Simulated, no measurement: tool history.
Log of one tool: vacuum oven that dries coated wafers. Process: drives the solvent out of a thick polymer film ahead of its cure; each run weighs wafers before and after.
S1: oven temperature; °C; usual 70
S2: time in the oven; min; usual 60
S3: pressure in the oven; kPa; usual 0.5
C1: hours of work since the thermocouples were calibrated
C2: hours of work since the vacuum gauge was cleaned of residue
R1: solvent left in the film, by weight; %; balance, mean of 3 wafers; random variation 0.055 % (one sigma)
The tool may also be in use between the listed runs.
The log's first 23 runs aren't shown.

run 24 hour=209.3 | S1=72 S2=66 S3=0.579 | C1=755 C2=160 | R1=1.9
run 25 hour=216.4 | S1=72 S2=66 S3=0.579 | C1=759 C2=164 | R1=2.02
run 26 hour=224.3 | S1=84 S2=40 S3=0.296 | C1=764 C2=168 | R1=1.23
run 27 hour=231.6 | S1=84 S2=40 S3=0.296 | C1=768 C2=172 | R1=1.24
run 28 hour=241.6 | S1=72 S2=45 S3=1.505 | C1=773 C2=178 | R1=4.04
run 29 hour=251.7 | S1=70 S2=45 S3=1.143 | C1=779 C2=183 | R1=4.44
run 30 hour=259.3 | S1=60 S2=60 S3=1.731 | C1=783 C2=187 | R1=6.66
run 31 hour=264.3 | S1=60 S2=60 S3=1.731 | C1=785 C2=190 | R1=6.72
run 32 hour=273 | S1=70 S2=60 S3=0.259 | C1=790 C2=195 | R1=2.77
-- hour=275.2 vacuum gauge cleaned of residue and calibrated
run 33 hour=285.3 | S1=70 S2=60 S3=0.259 | C1=796 C2=6 | R1=2.75
run 34 hour=296.2 | S1=70 S2=60 S3=0.259 | C1=802 C2=11 | R1=2.73
run 35 hour=303.5 | S1=69 S2=33 S3=1.132 | C1=806 C2=15 | R1=6.64
-- hour=313.6 vacuum gauge cleaned of residue and calibrated, once more
run 36 hour=314.2 | S1=69 S2=68 S3=1.111 | C1=811 C2=0 | R1=2.75
run 37 hour=320.2 | S1=69 S2=68 S3=1.111 | C1=814 C2=4 | R1=2.82
run 38 hour=326 | S1=75 S2=35 S3=1.111 | C1=818 C2=7 | R1=4.3
run 39 hour=334.5 | S1=75 S2=35 S3=1.111 | C1=822 C2=11 | R1=4.28
run 40 hour=343.6 | S1=62 S2=60 S3=0.977 | C1=827 C2=16 | R1=5.68
run 41 hour=353.6 | S1=84 S2=74 S3=1.866 | C1=833 C2=22 | R1=0.65
run 42 hour=362.1 | S1=84 S2=74 S3=1.866 | C1=837 C2=27 | R1=0.66
run 43 hour=369.6 | S1=84 S2=74 S3=1.866 | C1=841 C2=31 | R1=0.71

Forecast run 44:
run 44 hour=380.8 | S1=70 S2=31 S3=1.333 | C1=848 C2=37 | R1=?

{"run 44": {"R1": 6.53}}
Without the tool's hidden state the same run would have given R1 5.87 %.
